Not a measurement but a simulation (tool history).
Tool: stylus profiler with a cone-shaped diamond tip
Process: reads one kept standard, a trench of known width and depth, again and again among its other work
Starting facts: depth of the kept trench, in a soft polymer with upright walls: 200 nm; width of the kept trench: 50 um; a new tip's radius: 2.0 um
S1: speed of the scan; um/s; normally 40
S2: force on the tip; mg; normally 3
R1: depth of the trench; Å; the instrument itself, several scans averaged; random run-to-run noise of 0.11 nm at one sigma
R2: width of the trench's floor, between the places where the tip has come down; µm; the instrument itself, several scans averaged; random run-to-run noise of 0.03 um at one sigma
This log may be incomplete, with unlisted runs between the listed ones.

run,hour,S1,S2,R1,R2
1,0,40,3,2031.8,47.61
2,70.7,40,4.22,2036.8,47.67
3,120.3,40,4.22,2036.4,47.64
4,214,40,4.22,2037.7,47.63
# hour 275.4: height scale calibrated on a step standard
5,303.9,40,3,2036.6,47.52
6,349.4,27,4.03,2042.5,47.61
7,426.6,27,4.03,2041.1,47.64
8,498.6,154,1.27,2030.5,46.38
9,574.3,40,1.02,2029.8,47.37
10,636,40,1.02,2029.4,47.32

Each row is a separate what-if for the run after 10, all from the same tool condition, not one after another. Results?
# hour 654.8: height scale calibrated on a step standard, once more
A,702.3,75,1.02,?,?
# hour 654.8: height scale calibrated on a step standard, once more
B,702.3,30,1.03,?,?
# hour 654.8: height scale calibrated on a step standard, once more
C,702.3,40,7.8,?,?
# hour 654.8: height scale calibrated on a step standard, once more
D,702.3,101,1.06,?,?

run,R1,R2
A,2009.8,46.97
B,2009.6,47.44
C,2035.1,47.54
D,2011.9,46.77
What these runs would have given with no unlogged condition in the tool:
run,R1,R2
A,2009.1,47.52
B,2009,47.99
C,2034.5,48.09
D,2011.3,47.32
